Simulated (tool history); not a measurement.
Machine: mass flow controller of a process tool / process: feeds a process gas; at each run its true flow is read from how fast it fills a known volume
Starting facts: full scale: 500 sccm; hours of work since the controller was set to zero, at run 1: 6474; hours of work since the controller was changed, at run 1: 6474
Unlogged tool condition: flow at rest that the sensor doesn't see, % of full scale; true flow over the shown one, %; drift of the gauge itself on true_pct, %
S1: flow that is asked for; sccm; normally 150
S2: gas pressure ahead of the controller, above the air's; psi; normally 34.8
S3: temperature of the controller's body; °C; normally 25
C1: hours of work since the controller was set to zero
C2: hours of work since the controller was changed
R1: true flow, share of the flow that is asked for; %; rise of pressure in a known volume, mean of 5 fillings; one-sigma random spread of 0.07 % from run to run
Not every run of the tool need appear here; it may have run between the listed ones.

{"run": 1, "hour": 0.0, "S1": 150, "S2": 34.8, "S3": 25, "C1": 6474, "C2": 6474, "R1": 100.96}
{"run": 2, "hour": 185.6, "S1": 150, "S2": 34.8, "S3": 25, "C1": 6575, "C2": 6575, "R1": 101.21}
{"run": 3, "hour": 398.2, "S1": 150, "S2": 34.8, "S3": 25, "C1": 6692, "C2": 6692, "R1": 101.21}
{"run": 4, "hour": 806.3, "S1": 150, "S2": 34.8, "S3": 23, "C1": 6916, "C2": 6916, "R1": 101.55}
{"run": 5, "hour": 1007.6, "S1": 150, "S2": 34.8, "S3": 23, "C1": 7026, "C2": 7026, "R1": 101.5}
{"hour": 1063.2, "done": "controller's zero set anew"}
{"run": 6, "hour": 1369.6, "S1": 150, "S2": 34.8, "S3": 23, "C1": 168, "C2": 7225, "R1": 100.22}
{"run": 7, "hour": 1787.6, "S1": 150, "S2": 34.8, "S3": 25, "C1": 397, "C2": 7454, "R1": 100.25}
{"hour": 1989.2, "done": "controller exchanged for a calibrated one"}
{"run": 8, "hour": 2121.0, "S1": 150, "S2": 34.8, "S3": 25, "C1": 72, "C2": 72, "R1": 97.71}
{"run": 9, "hour": 2467.4, "S1": 150, "S2": 34.8, "S3": 25, "C1": 262, "C2": 262, "R1": 97.86}
{"run": 10, "hour": 2654.3, "S1": 150, "S2": 34.8, "S3": 25, "C1": 365, "C2": 365, "R1": 97.87}
{"run": 11, "hour": 3023.4, "S1": 150, "S2": 34.8, "S3": 25, "C1": 567, "C2": 567, "R1": 97.99}
{"run": 12, "hour": 3387.8, "S1": 150, "S2": 27.7, "S3": 25, "C1": 767, "C2": 767, "R1": 98.35}
{"run": 13, "hour": 3643.2, "S1": 150, "S2": 27.7, "S3": 25, "C1": 908, "C2": 908, "R1": 98.39}
{"run": 14, "hour": 3980.4, "S1": 150, "S2": 23.5, "S3": 25, "C1": 1092, "C2": 1092, "R1": 98.64}
{"run": 15, "hour": 4279.0, "S1": 150, "S2": 34.8, "S3": 22, "C1": 1256, "C2": 1256, "R1": 98.78}
{"run": 16, "hour": 4464.6, "S1": 150, "S2": 34.8, "S3": 22, "C1": 1358, "C2": 1358, "R1": 98.73}
{"run": 17, "hour": 4802.2, "S1": 150, "S2": 34.8, "S3": 34, "C1": 1543, "C2": 1543, "R1": 97.77}
{"run": 18, "hour": 5183.9, "S1": 150, "S2": 34.8, "S3": 34, "C1": 1753, "C2": 1753, "R1": 97.92}
{"run": 19, "hour": 5449.4, "S1": 150, "S2": 34.8, "S3": 34, "C1": 1898, "C2": 1898, "R1": 98.06}
{"run": 20, "hour": 5662.4, "S1": 150, "S2": 34.8, "S3": 34, "C1": 2015, "C2": 2015, "R1": 98.05}
{"run": 21, "hour": 5929.6, "S1": 150, "S2": 34.8, "S3": 25, "C1": 2162, "C2": 2162, "R1": 98.95}
{"run": 22, "hour": 6293.7, "S1": 150, "S2": 34.8, "S3": 25, "C1": 2362, "C2": 2362, "R1": 99.05}
{"run": 23, "hour": 6550.7, "S1": 150, "S2": 34.8, "S3": 25, "C1": 2503, "C2": 2503, "R1": 99.12}
{"run": 24, "hour": 6786.6, "S1": 150, "S2": 34.8, "S3": 25, "C1": 2632, "C2": 2632, "R1": 99.26}
{"run": 25, "hour": 7055.0, "S1": 150, "S2": 34.8, "S3": 25, "C1": 2779, "C2": 2779, "R1": 99.21}
{"run": 26, "hour": 7249.6, "S1": 109, "S2": 29.9, "S3": 22, "C1": 2886, "C2": 2886, "R1": 99.7}
{"run": 27, "hour": 7474.5, "S1": 60, "S2": 29.9, "S3": 20, "C1": 3010, "C2": 3010, "R1": 100.64}
{"run": 28, "hour": 7650.7, "S1": 304, "S2": 20.5, "S3": 34, "C1": 3106, "C2": 3106, "R1": 99.63}
{"run": 29, "hour": 8004.6, "S1": 304, "S2": 20.5, "S3": 34, "C1": 3300, "C2": 3300, "R1": 99.76}
{"run": 30, "hour": 8280.1, "S1": 304, "S2": 20.5, "S3": 34, "C1": 3452, "C2": 3452, "R1": 99.77}
{"run": 31, "hour": 8565.7, "S1": 304, "S2": 20.5, "S3": 34, "C1": 3608, "C2": 3608, "R1": 99.89}
{"run": 32, "hour": 8755.0, "S1": 304, "S2": 20.5, "S3": 34, "C1": 3712, "C2": 3712, "R1": 99.89}
{"run": 33, "hour": 9034.7, "S1": 304, "S2": 28.1, "S3": 20, "C1": 3866, "C2": 3866, "R1": 101.08}
{"run": 34, "hour": 9414.8, "S1": 236, "S2": 28.1, "S3": 23, "C1": 4074, "C2": 4074, "R1": 100.61}
{"run": 35, "hour": 9604.6, "S1": 318, "S2": 21.3, "S3": 35, "C1": 4178, "C2": 4178, "R1": 100.1}
{"run": 36, "hour": 9926.5, "S1": 318, "S2": 21.3, "S3": 35, "C1": 4355, "C2": 4355, "R1": 100.23}
{"run": 37, "hour": 10236.7, "S1": 441, "S2": 35.1, "S3": 35, "C1": 4525, "C2": 4525, "R1": 100.51}
{"run": 38, "hour": 10507.8, "S1": 79, "S2": 34.8, "S3": 25, "C1": 4674, "C2": 4674, "R1": 100.9}
{"run": 39, "hour": 10854.2, "S1": 150, "S2": 34.8, "S3": 28, "C1": 4864, "C2": 4864, "R1": 100.21}
{"run": 40, "hour": 11160.3, "S1": 150, "S2": 34.8, "S3": 29, "C1": 5032, "C2": 5032, "R1": 100.37}
{"run": 41, "hour": 11493.7, "S1": 64, "S2": 24.7, "S3": 21, "C1": 5215, "C2": 5215, "R1": 102.49}
{"run": 42, "hour": 11777.2, "S1": 150, "S2": 22.9, "S3": 25, "C1": 5370, "C2": 5370, "R1": 101.11}
{"run": 43, "hour": 12158.3, "S1": 479, "S2": 29.0, "S3": 21, "C1": 5579, "C2": 5579, "R1": 102.44}
{"run": 44, "hour": 12452.4, "S1": 479, "S2": 25.5, "S3": 33, "C1": 5741, "C2": 5741, "R1": 101.68}
{"run": 45, "hour": 12727.3, "S1": 479, "S2": 25.5, "S3": 33, "C1": 5892, "C2": 5892, "R1": 101.71}
{"run": 46, "hour": 13128.8, "S1": 116, "S2": 30.5, "S3": 24, "C1": 6112, "C2": 6112, "R1": 101.62}
{"run": 47, "hour": 13515.4, "S1": 116, "S2": 30.5, "S3": 24, "C1": 6324, "C2": 6324, "R1": 101.81}
{"run": 48, "hour": 13762.3, "S1": 109, "S2": 24.4, "S3": 33, "C1": 6459, "C2": 6459, "R1": 101.28}

Predict each of these 4 candidate next runs independently; none follows another, all start after run 48:
{"run": "A", "hour": 14033.9, "S1": 165, "S2": 33.6, "S3": 23, "C1": 6609, "C2": 6609, "R1": "?"}
{"run": "B", "hour": 14033.9, "S1": 150, "S2": 28.0, "S3": 25, "C1": 6609, "C2": 6609, "R1": "?"}
{"run": "C", "hour": 14033.9, "S1": 76, "S2": 24.4, "S3": 33, "C1": 6609, "C2": 6609, "R1": "?"}
{"run": "D", "hour": 14033.9, "S1": 341, "S2": 20.6, "S3": 22, "C1": 6609, "C2": 6609, "R1": "?"}

run=A R1=101.79
run=B R1=101.88
run=C R1=102.17
run=D R1=102.54
The same runs, with their run-to-run variation unchanged, on a tool lacking any hidden condition would have given:
run=A R1=98.07
run=B R1=98.02
run=C R1=96.80
run=D R1=99.57
